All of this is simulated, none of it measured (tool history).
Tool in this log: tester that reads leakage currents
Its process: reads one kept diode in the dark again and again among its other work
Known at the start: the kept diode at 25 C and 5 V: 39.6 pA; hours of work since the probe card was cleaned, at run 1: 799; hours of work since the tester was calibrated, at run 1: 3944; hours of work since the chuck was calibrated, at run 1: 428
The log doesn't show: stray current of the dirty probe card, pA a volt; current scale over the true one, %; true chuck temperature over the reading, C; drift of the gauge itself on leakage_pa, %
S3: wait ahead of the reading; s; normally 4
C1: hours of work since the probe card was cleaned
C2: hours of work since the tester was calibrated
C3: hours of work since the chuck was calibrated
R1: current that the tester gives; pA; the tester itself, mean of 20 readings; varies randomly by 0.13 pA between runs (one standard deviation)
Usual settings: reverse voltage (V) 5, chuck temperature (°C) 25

run 1 hour=0 | reverse_voltage_(V)=5 chuck_temperature_(°C)=25 S3=4 | C1=799 C2=3944 C3=428 | R1=41.76
run 2 hour=185.1 | reverse_voltage_(V)=5 chuck_temperature_(°C)=25 S3=4 | C1=898 C2=4042 C3=527 | R1=42.4
run 3 hour=284.9 | reverse_voltage_(V)=5 chuck_temperature_(°C)=25 S3=4 | C1=951 C2=4095 C3=580 | R1=42.29
run 4 hour=487.5 | reverse_voltage_(V)=5 chuck_temperature_(°C)=27 S3=4 | C1=1058 C2=4203 C3=687 | R1=50.26
run 5 hour=618.3 | reverse_voltage_(V)=5 chuck_temperature_(°C)=27 S3=4 | C1=1128 C2=4272 C3=757 | R1=50.88
run 6 hour=706.6 | reverse_voltage_(V)=5 chuck_temperature_(°C)=26 S3=4 | C1=1175 C2=4319 C3=804 | R1=47.01
run 7 hour=788.2 | reverse_voltage_(V)=5 chuck_temperature_(°C)=25 S3=4 | C1=1218 C2=4362 C3=847 | R1=43.88
-- hour=819.9 probe card cleaned and baked
run 8 hour=890.8 | reverse_voltage_(V)=5 chuck_temperature_(°C)=25 S3=4 | C1=38 C2=4415 C3=900 | R1=40.73
run 9 hour=1007.1 | reverse_voltage_(V)=1.62 chuck_temperature_(°C)=25 S3=4 | C1=99 C2=4477 C3=962 | R1=23.48
run 10 hour=1157.5 | reverse_voltage_(V)=4.72 chuck_temperature_(°C)=25 S3=4 | C1=179 C2=4557 C3=1042 | R1=40.41
run 11 hour=1292.7 | reverse_voltage_(V)=4.72 chuck_temperature_(°C)=25 S3=4 | C1=251 C2=4629 C3=1114 | R1=40.32
run 12 hour=1493.1 | reverse_voltage_(V)=4.72 chuck_temperature_(°C)=25 S3=4 | C1=358 C2=4735 C3=1220 | R1=41.03
run 13 hour=1630.2 | reverse_voltage_(V)=4.72 chuck_temperature_(°C)=25 S3=4 | C1=430 C2=4808 C3=1293 | R1=41.39
run 14 hour=1772.7 | reverse_voltage_(V)=4.72 chuck_temperature_(°C)=25 S3=4 | C1=506 C2=4884 C3=1369 | R1=41.83
run 15 hour=1920.2 | reverse_voltage_(V)=12.91 chuck_temperature_(°C)=25 S3=4 | C1=585 C2=4962 C3=1447 | R1=70.63
run 16 hour=2047 | reverse_voltage_(V)=1.99 chuck_temperature_(°C)=52 S3=2.19 | C1=652 C2=5030 C3=1514 | R1=220.24
run 17 hour=2185.7 | reverse_voltage_(V)=1.99 chuck_temperature_(°C)=52 S3=2.19 | C1=726 C2=5103 C3=1588 | R1=221.23
run 18 hour=2384.9 | reverse_voltage_(V)=7.33 chuck_temperature_(°C)=28 S3=0.84 | C1=831 C2=5209 C3=1694 | R1=69.95
run 19 hour=2486.4 | reverse_voltage_(V)=1.11 chuck_temperature_(°C)=23 S3=0.6 | C1=885 C2=5263 C3=1748 | R1=17.82
run 20 hour=2606.3 | reverse_voltage_(V)=2.25 chuck_temperature_(°C)=53 S3=0.65 | C1=949 C2=5327 C3=1811 | R1=255.91
run 21 hour=2705.5 | reverse_voltage_(V)=2.43 chuck_temperature_(°C)=23 S3=0.65 | C1=1002 C2=5379 C3=1864 | R1=27.1
run 22 hour=2805.1 | reverse_voltage_(V)=2.43 chuck_temperature_(°C)=23 S3=0.65 | C1=1055 C2=5432 C3=1917 | R1=26.97
run 23 hour=2894.5 | reverse_voltage_(V)=2.43 chuck_temperature_(°C)=35 S3=0.57 | C1=1102 C2=5480 C3=1965 | R1=70.37
run 24 hour=2978.8 | reverse_voltage_(V)=3.25 chuck_temperature_(°C)=25 S3=4 | C1=1147 C2=5525 C3=2009 | R1=36.77
-- hour=3137.2 probe card cleaned and baked
run 25 hour=3137.2 | reverse_voltage_(V)=7.08 chuck_temperature_(°C)=57 S3=3.62 | C1=0 C2=5607 C3=2092 | R1=595.07
run 26 hour=3275.6 | reverse_voltage_(V)=5 chuck_temperature_(°C)=32 S3=0.43 | C1=74 C2=5681 C3=2165 | R1=78.68
-- hour=3418.1 tester calibrated
-- hour=3420.1 chuck's temperature calibrated
run 27 hour=3420.1 | reverse_voltage_(V)=5 chuck_temperature_(°C)=32 S3=0.43 | C1=148 C2=0 C3=0 | R1=73.93
run 28 hour=3578.1 | reverse_voltage_(V)=1.55 chuck_temperature_(°C)=32 S3=0.43 | C1=232 C2=84 C3=84 | R1=41.15
run 29 hour=3757.6 | reverse_voltage_(V)=1.55 chuck_temperature_(°C)=32 S3=0.43 | C1=327 C2=179 C3=179 | R1=41.61

Forecast each of these 4 alternatives for the next run:
run A hour=3925 | reverse_voltage_(V)=5 chuck_temperature_(°C)=38 S3=4 | C1=416 C2=268 C3=268 | R1=?
run B hour=3925 | reverse_voltage_(V)=1.69 chuck_temperature_(°C)=32 S3=0.43 | C1=416 C2=268 C3=268 | R1=?
run C hour=3925 | reverse_voltage_(V)=3.02 chuck_temperature_(°C)=42 S3=0.82 | C1=416 C2=268 C3=268 | R1=?
run D hour=3925 | reverse_voltage_(V)=6.05 chuck_temperature_(°C)=28 S3=2.17 | C1=416 C2=268 C3=268 | R1=?

run=A R1=119.03
run=B R1=43.73
run=C R1=126.56
run=D R1=58.88
Without the tool's hidden state the same runs would have given:
run=A R1=116.55
run=B R1=42.84
run=C R1=124.52
run=D R1=56.77

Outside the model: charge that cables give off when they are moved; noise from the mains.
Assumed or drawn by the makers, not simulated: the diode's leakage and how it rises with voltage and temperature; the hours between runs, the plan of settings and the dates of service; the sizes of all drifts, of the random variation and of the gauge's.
